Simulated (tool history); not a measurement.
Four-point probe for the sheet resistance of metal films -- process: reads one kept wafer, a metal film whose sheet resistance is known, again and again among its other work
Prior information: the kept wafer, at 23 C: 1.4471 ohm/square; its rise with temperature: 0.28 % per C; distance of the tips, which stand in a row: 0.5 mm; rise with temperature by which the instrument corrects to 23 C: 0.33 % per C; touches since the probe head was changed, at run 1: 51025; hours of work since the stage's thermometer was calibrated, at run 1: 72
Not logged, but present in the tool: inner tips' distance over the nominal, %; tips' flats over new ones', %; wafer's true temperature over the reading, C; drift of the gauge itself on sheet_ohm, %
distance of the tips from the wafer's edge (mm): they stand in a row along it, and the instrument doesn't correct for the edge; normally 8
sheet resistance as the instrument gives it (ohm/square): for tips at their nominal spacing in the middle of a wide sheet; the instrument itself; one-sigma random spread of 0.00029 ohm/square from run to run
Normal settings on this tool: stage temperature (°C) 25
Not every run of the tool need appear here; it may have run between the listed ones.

run,hour,stage temperature (°C),distance of the tips from the wafer's edge (mm),touches since the probe head was changed,hours of work since the stage's thermometer was calibrated,sheet resistance as the instrument gives it (ohm/square)
1,0.0,25,8,51025,72,1.438622
2,71.1,25,8,54771,125,1.438200
3,138.7,25,8,58335,175,1.438005
4,212.8,25,8,62246,230,1.437564
5,256.0,25,4,64520,262,1.446424
6,324.6,25,6,68139,313,1.439369
7,402.3,25,6,72233,371,1.438675
8,485.8,25,6,76637,433,1.437662
9,560.2,25,61,80562,488,1.432185
10,613.1,25,61,83347,528,1.431586
11,684.8,25,61,87130,581,1.431290
12,732.3,25,61,89633,616,1.431169
13,804.6,25,7,93446,670,1.434626
14,862.5,25,8,96499,713,1.433102
15,914.4,25,8,99234,752,1.433282
16,990.6,25,8,103251,808,1.433019
17,1079.8,25,8,107956,874,1.431840
18,1127.9,25,8,110490,910,1.431915
19,1191.2,25,8,113825,957,1.431275
20,1283.1,25,8,118671,1025,1.430350
21,1322.8,21,8,120768,1055,1.432584
22,1409.8,29,8,125349,1119,1.426690
23,1483.3,29,8,129228,1174,1.425871
24,1553.3,32,5,132920,1226,1.429159
25,1606.1,32,5,135701,1265,1.428521
26,1648.1,32,5,137914,1296,1.427681
27,1704.4,32,5,140883,1338,1.427332
28,1766.5,32,5,144156,1384,1.427287
29,1824.1,23,67,147193,1427,1.425578
30,1874.4,20,67,149848,1465,1.427295
31,1918.9,19,71,152193,1498,1.426839
32,2004.7,30,9,156718,1561,1.421758
33,2042.0,34,8,158683,1589,1.419872
34,2115.3,30,7,162550,1643,1.422306
35,2199.9,30,7,167008,1706,1.421918
# hour 2261.0: stage's thermometer calibrated
36,2284.5,22,59,171440,17,1.425492
37,2377.1,22,59,176322,86,1.424774
38,2416.6,34,59,178408,116,1.416729
39,2497.4,26,3,182668,176,1.442663
40,2539.4,26,3,184882,207,1.442190
41,2595.2,23,5,187825,248,1.430587
42,2678.9,23,5,192233,310,1.430269
43,2758.5,23,22,196431,369,1.421894
44,2805.2,23,29,198895,404,1.421848

Branching from run 44: 5 alternative next runs. What would each branch give?
A,2862.1,28,57,201893,446,?
B,2862.1,25,29,201893,446,?
C,2862.1,22,73,201893,446,?
D,2862.1,30,20,201893,446,?
E,2862.1,18,8,201893,446,?

run,sheet resistance as the instrument gives it (ohm/square)
A,1.417743
B,1.419602
C,1.421125
D,1.416730
E,1.427848
With the hidden condition removed and each run's random variation left untouched, the same runs would have given:
run,sheet resistance as the instrument gives it (ohm/square)
A,1.443788
B,1.445686
C,1.447243
D,1.442752
E,1.454093
